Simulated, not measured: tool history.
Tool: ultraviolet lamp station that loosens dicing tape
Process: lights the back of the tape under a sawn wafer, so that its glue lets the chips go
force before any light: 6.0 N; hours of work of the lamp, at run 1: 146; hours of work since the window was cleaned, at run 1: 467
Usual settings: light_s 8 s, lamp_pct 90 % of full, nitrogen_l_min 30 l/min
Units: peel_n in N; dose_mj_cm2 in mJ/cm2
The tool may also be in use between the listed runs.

run	hour	light_s	lamp_pct	nitrogen_l_min	hours of work of the lamp	hours of work since the window was cleaned	peel_n	dose_mj_cm2
1	0.0	8	90	30	146	467	0.487	331
2	17.7	5	90	30	155	475	1.092	199
3	35.4	5	90	30	163	484	1.087	202
4	52.5	5	90	30	171	492	1.154	200
# hour 63.9: window cleaned of glue's vapour
5	71.8	5	90	30	180	4	0.881	232
6	87.6	8	90	30	188	11	0.366	377
7	98.5	5	90	30	193	17	0.864	238
8	111.5	5	62	30	200	23	1.518	159
9	134.8	5	62	30	211	34	1.600	157
10	155.4	8	62	30	221	44	0.788	255
11	166.0	8	69	30	226	49	0.625	278
12	179.6	7	92	11	233	56	1.041	328
13	197.7	5	99	22	241	65	1.012	249
14	212.2	5	99	22	248	72	1.025	249

Forecast run 15:
15	223.1	5	99	22	254	77	?	?

{"run 15": {"peel_n": 0.996, "dose_mj_cm2": 252}}
Without the tool's hidden state the same run would have given peel_n 0.814 N, dose_mj_cm2 284 mJ/cm2.
